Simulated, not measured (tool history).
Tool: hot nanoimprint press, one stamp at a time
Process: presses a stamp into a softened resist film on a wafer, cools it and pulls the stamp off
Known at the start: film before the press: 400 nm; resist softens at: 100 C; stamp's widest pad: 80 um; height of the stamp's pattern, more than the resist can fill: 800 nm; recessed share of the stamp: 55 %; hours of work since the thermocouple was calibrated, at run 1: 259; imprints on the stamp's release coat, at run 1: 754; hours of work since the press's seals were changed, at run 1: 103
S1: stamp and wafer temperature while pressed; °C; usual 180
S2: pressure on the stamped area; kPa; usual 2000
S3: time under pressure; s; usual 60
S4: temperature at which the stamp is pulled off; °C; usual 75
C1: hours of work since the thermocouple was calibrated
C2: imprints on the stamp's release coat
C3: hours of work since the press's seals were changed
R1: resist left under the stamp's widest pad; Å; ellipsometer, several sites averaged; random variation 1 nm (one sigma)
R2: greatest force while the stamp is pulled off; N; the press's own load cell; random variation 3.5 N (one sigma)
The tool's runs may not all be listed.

run   hour   S1    S2   S3  S4   C1   C2   C3    R1   R2
  1    0.0  180  2000   60  75  259  754  103  1584  246
      14.9  -- stamp cleaned and given a new release coat
  2   22.0  180  2000   60  75  268   28  112  1580  215
  3   38.1  180  2000   44  75  277   94  121  1800  215
  4   54.6  180  2000   44  75  286  161  130  1785  222
  5   66.8  180  2000   44  75  293  210  137  1799  222
  6   80.5  180  2000   60  75  301  266  145  1602  229
  7   99.6  180  2000   60  68  311  343  155  1581  272
  8  120.1  191  2000   60  75  323  427  167   959  238
  9  140.7  191  2000   60  75  334  510  178   960  238
 10  153.2  191  2000   60  75  341  561  185   962  248
 11  162.1  191  2000  109  75  346  597  190   726  238
 12  170.8  191  2000  109  75  351  633  195   714  249
 13  189.5  191  2000  109  75  361  708  205   724  245
 14  205.5  191  2000  109  75  370  773  214   723  254
     215.0  -- stamp cleaned and given a new release coat
 15  220.2  191  2000  109  75  375   21  219   729  218
     224.9  -- plate thermocouple calibrated
 16  232.1  176  2790   39  81    4   57  224  2045  184
 17  245.1  174  2000   31  75   11  110  231  2666  231
 18  257.6  180  2540   82  75   18  161  238  1317  226
     262.2  -- plate thermocouple calibrated, once more
 19  272.5  178  2540   52  75    6  209  245  1650  223
 20  292.6  178  2540   52  75   17  291  256  1652  231
 21  311.1  180  2000   39  75   27  366  266  1845  230
 22  323.5  178  2200   60  70   34  416  273  1656  266
 23  342.8  179  1400   60  75   45  494  284  1930  243

Hidden state at the last listed run before each entry between runs and at the first one after, where it differs:
Between runs 1 and 2: stamp cleaned and given a new release coat (hour 14.9)
  true temperature over the reading, C: -0.83 -> -0.86; pressure that arrives at the usual setting, %: 99.1 -> 99.04; grip of the stamp's worn release coat, % over a new coat's: 17.8 -> 0.7
  measured less the result without the state, R1: +66 -> +68 Å; R2: +42 -> +6 N
Between runs 14 and 15: stamp cleaned and given a new release coat (hour 215.0)
  true temperature over the reading, C: -1.17 -> -1.19; pressure that arrives at the usual setting, %: 98.35 -> 98.31; grip of the stamp's worn release coat, % over a new coat's: 18.3 -> 0.5
  measured less the result without the state, R1: +43 -> +44 Å; R2: +46 -> +9 N
Between runs 15 and 16: plate thermocouple calibrated (hour 224.9)
  true temperature over the reading, C: -1.19 -> -1.81; pressure that arrives at the usual setting, %: 98.31 -> 98.28; grip of the stamp's worn release coat, % over a new coat's: 0.5 -> 1.3
  measured less the result without the state, R1: +44 -> +178 Å; R2: +9 -> +14 N
Between runs 18 and 19: plate thermocouple calibrated, once more (hour 262.2)
  true temperature over the reading, C: -1.86 -> -0.61; pressure that arrives at the usual setting, %: 98.18 -> 98.14; grip of the stamp's worn release coat, % over a new coat's: 3.8 -> 4.9
  measured less the result without the state, R1: +128 -> +64 Å; R2: +20 -> +14 N
